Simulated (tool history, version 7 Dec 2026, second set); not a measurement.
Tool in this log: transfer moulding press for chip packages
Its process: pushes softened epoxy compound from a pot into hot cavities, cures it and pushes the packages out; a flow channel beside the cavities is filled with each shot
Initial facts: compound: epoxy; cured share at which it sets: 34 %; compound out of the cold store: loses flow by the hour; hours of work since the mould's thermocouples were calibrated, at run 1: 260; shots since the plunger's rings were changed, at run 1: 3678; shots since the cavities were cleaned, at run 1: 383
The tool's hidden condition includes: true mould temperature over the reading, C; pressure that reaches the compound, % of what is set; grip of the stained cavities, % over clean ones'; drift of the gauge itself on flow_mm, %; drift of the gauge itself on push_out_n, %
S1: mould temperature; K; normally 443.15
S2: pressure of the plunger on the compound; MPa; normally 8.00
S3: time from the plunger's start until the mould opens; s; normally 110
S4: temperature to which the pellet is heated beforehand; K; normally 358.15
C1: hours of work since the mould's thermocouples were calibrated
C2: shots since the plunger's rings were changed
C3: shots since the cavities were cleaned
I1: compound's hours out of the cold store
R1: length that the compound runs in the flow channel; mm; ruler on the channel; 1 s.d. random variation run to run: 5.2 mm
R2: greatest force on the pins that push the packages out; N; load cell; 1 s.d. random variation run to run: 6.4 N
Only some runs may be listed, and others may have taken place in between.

run	day	S1	S2	S3	S4	C1	C2	C3	I1	R1	R2
1	0.000	443.15	8.00	110	358.15	260	3678	383	19.1	922	413
2	0.933	443.15	8.00	110	358.15	275	3914	619	31.6	852	455
# day 1.283: cavities cleaned with cleaning compound and waxed
3	2.471	443.15	8.00	110	358.15	299	4285	299	23.1	886	354
# day 3.967: cavities cleaned with cleaning compound and waxed
4	3.967	443.15	8.00	97	358.15	323	4648	0	26.8	865	289
# day 4.358: mould's thermocouples calibrated
5	5.642	443.15	8.00	110	358.15	21	5050	402	47.7	768	394
# day 5.896: plunger's sealing rings changed
# day 6.917: cavities cleaned with cleaning compound and waxed
6	7.512	443.15	8.00	99	358.15	49	394	151	22.1	943	377
7	9.500	443.15	8.00	99	358.15	82	895	652	42.3	833	509
# day 9.683: cavities cleaned with cleaning compound and waxed
8	11.246	443.15	8.00	142	358.15	109	1321	395	45.0	812	349
# day 12.512: cavities cleaned with cleaning compound and waxed
9	13.425	443.15	8.40	110	358.15	144	1855	231	38.5	860	345
# day 15.196: cavities cleaned with cleaning compound and waxed
10	15.704	441.15	8.00	110	358.15	180	2414	128	33.9	871	324
11	17.683	443.15	8.00	120	358.15	213	2915	629	20.5	920	411
# day 17.900: cavities cleaned with cleaning compound and waxed
12	18.946	443.15	8.28	110	358.15	232	3218	264	21.0	922	363
13	20.300	443.15	8.28	110	358.15	254	3560	606	38.5	834	458
# day 20.621: cavities cleaned with cleaning compound and waxed
14	22.017	443.15	8.28	110	358.15	281	3977	352	37.2	837	382
# day 23.333: cavities cleaned with cleaning compound and waxed
15	23.983	443.15	6.52	110	358.15	313	4458	163	33.4	758	316
# day 24.838: mould's thermocouples calibrated
# day 26.179: cavities cleaned with cleaning compound and waxed
16	26.179	448.15	7.00	109	350.15	21	4977	0	27.9	785	224
# day 26.779: plunger's sealing rings changed
17	27.425	445.15	8.18	139	368.15	40	163	288	19.2	974	337
18	28.412	445.15	8.18	139	368.15	56	412	537	19.3	969	387
# day 28.962: cavities cleaned with cleaning compound and waxed
19	30.012	445.15	8.18	139	368.15	81	801	266	38.9	856	326
# day 31.775: cavities cleaned with cleaning compound and waxed
20	32.200	443.15	9.96	114	356.15	116	1338	108	10.2	1125	302
21	33.288	443.15	7.41	110	353.15	134	1612	382	11.9	953	414
# day 34.471: cavities cleaned with cleaning compound and waxed
22	35.525	443.15	7.41	125	366.15	169	2161	266	19.4	909	334
23	36.617	443.15	7.73	125	366.15	187	2437	542	25.6	890	403
# day 37.275: cavities cleaned with cleaning compound and waxed
24	38.138	443.15	8.00	114	353.15	211	2805	218	11.2	979	340
25	39.100	448.15	8.34	114	353.15	227	3048	461	10.5	988	373
# day 39.979: cavities cleaned with cleaning compound and waxed
26	41.079	448.15	8.34	114	353.15	258	3533	278	23.1	908	343

What differs in the tool's unlogged condition from the final listed run ahead of each entry between runs to the first listed run following it?
Between runs 2 and 3: cavities cleaned with cleaning compound and waxed (day 1.283)
  true mould temperature over the reading, C: 0.33 -> 0.36; pressure that reaches the compound, % of what is set: 88.38 -> 87.25; grip of the stained cavities, % over clean ones': 84.5 -> 51.4
  the result without the hidden state subtracted from the measured one, R1: -56 -> -64 mm; R2: +207 -> +118 N
Between runs 3 and 4: cavities cleaned with cleaning compound and waxed (day 3.967)
  true mould temperature over the reading, C: 0.36 -> 0.4; pressure that reaches the compound, % of what is set: 87.25 -> 86.22; grip of the stained cavities, % over clean ones': 51.4 -> 1.1
  the result without the hidden state subtracted from the measured one, R1: -64 -> -68 mm; R2: +118 -> -2 N
Between runs 4 and 5: mould's thermocouples calibrated (day 4.358)
  true mould temperature over the reading, C: 0.4 -> 0.07; pressure that reaches the compound, % of what is set: 86.22 -> 85.07; grip of the stained cavities, % over clean ones': 1.1 -> 62.3
  the result without the hidden state subtracted from the measured one, R1: -68 -> -64 mm; R2: -2 -> +151 N
Between runs 5 and 6: plunger's sealing rings changed (day 5.896); cavities cleaned with cleaning compound and waxed (day 6.917)
  true mould temperature over the reading, C: 0.07 -> 0.12; pressure that reaches the compound, % of what is set: 85.07 -> 98.08; grip of the stained cavities, % over clean ones': 62.3 -> 32.1
  the result without the hidden state subtracted from the measured one, R1: -64 -> -9 mm; R2: +151 -> +91 N
Between runs 7 and 8: cavities cleaned with cleaning compound and waxed (day 9.683)
  true mould temperature over the reading, C: 0.17 -> 0.22; pressure that reaches the compound, % of what is set: 96.68 -> 95.38; grip of the stained cavities, % over clean ones': 88.3 -> 59.1
  the result without the hidden state subtracted from the measured one, R1: -15 -> -20 mm; R2: +237 -> +129 N
Between runs 8 and 9: cavities cleaned with cleaning compound and waxed (day 12.512)
  true mould temperature over the reading, C: 0.22 -> 0.27; pressure that reaches the compound, % of what is set: 95.38 -> 93.96; grip of the stained cavities, % over clean ones': 59.1 -> 39
  the result without the hidden state subtracted from the measured one, R1: -20 -> -28 mm; R2: +129 -> +95 N
Between runs 9 and 10: cavities cleaned with cleaning compound and waxed (day 15.196)
  true mould temperature over the reading, C: 0.27 -> 0.33; pressure that reaches the compound, % of what is set: 93.96 -> 92.44; grip of the stained cavities, % over clean ones': 39 -> 24.4
  the result without the hidden state subtracted from the measured one, R1: -28 -> -36 mm; R2: +95 -> +61 N
Between runs 11 and 12: cavities cleaned with cleaning compound and waxed (day 17.900)
  true mould temperature over the reading, C: 0.38 -> 0.41; pressure that reaches the compound, % of what is set: 90.99 -> 90.14; grip of the stained cavities, % over clean ones': 82.6 -> 45.7
  the result without the hidden state subtracted from the measured one, R1: -46 -> -51 mm; R2: +187 -> +110 N
Between runs 13 and 14: cavities cleaned with cleaning compound and waxed (day 20.621)
  true mould temperature over the reading, C: 0.45 -> 0.49; pressure that reaches the compound, % of what is set: 89.21 -> 88.04; grip of the stained cavities, % over clean ones': 82.1 -> 57.8
  the result without the hidden state subtracted from the measured one, R1: -51 -> -57 mm; R2: +201 -> +135 N
Between runs 14 and 15: cavities cleaned with cleaning compound and waxed (day 23.333)
  true mould temperature over the reading, C: 0.49 -> 0.54; pressure that reaches the compound, % of what is set: 88.04 -> 86.79; grip of the stained cavities, % over clean ones': 57.8 -> 29.6
  the result without the hidden state subtracted from the measured one, R1: -57 -> -57 mm; R2: +135 -> +68 N
Between runs 15 and 16: mould's thermocouples calibrated (day 24.838); cavities cleaned with cleaning compound and waxed (day 26.179)
  true mould temperature over the reading, C: 0.54 -> 0.18; pressure that reaches the compound, % of what is set: 86.79 -> 85.31; grip of the stained cavities, % over clean ones': 29.6 -> 1.4
  the result without the hidden state subtracted from the measured one, R1: -57 -> -66 mm; R2: +68 -> +2 N
Between runs 16 and 17: plunger's sealing rings changed (day 26.779)
  true mould temperature over the reading, C: 0.18 -> 0.21; pressure that reaches the compound, % of what is set: 85.31 -> 99.43; grip of the stained cavities, % over clean ones': 1.4 -> 51.7
  the result without the hidden state subtracted from the measured one, R1: -66 -> -4 mm; R2: +2 -> +116 N
Between runs 18 and 19: cavities cleaned with cleaning compound and waxed (day 28.962)
  true mould temperature over the reading, C: 0.23 -> 0.27; pressure that reaches the compound, % of what is set: 98.77 -> 97.69; grip of the stained cavities, % over clean ones': 79 -> 46.7
  the result without the hidden state subtracted from the measured one, R1: -7 -> -11 mm; R2: +170 -> +104 N
Between runs 19 and 20: cavities cleaned with cleaning compound and waxed (day 31.775)
  true mould temperature over the reading, C: 0.27 -> 0.33; pressure that reaches the compound, % of what is set: 97.69 -> 96.23; grip of the stained cavities, % over clean ones': 46.7 -> 23.6
  the result without the hidden state subtracted from the measured one, R1: -11 -> -23 mm; R2: +104 -> +56 N
Between runs 21 and 22: cavities cleaned with cleaning compound and waxed (day 34.471)
  true mould temperature over the reading, C: 0.36 -> 0.42; pressure that reaches the compound, % of what is set: 95.53 -> 93.91; grip of the stained cavities, % over clean ones': 61.8 -> 45.9
  the result without the hidden state subtracted from the measured one, R1: -23 -> -30 mm; R2: +154 -> +104 N
Between runs 23 and 24: cavities cleaned with cleaning compound and waxed (day 37.275)
  true mould temperature over the reading, C: 0.45 -> 0.49; pressure that reaches the compound, % of what is set: 93.1 -> 91.97; grip of the stained cavities, % over clean ones': 78.2 -> 38.6
  the result without the hidden state subtracted from the measured one, R1: -34 -> -44 mm; R2: +175 -> +90 N
Between runs 25 and 26: cavities cleaned with cleaning compound and waxed (day 39.979)
  true mould temperature over the reading, C: 0.51 -> 0.57; pressure that reaches the compound, % of what is set: 91.33 -> 89.97; grip of the stained cavities, % over clean ones': 66.2 -> 47.9
  the result without the hidden state subtracted from the measured one, R1: -47 -> -51 mm; R2: +150 -> +109 N
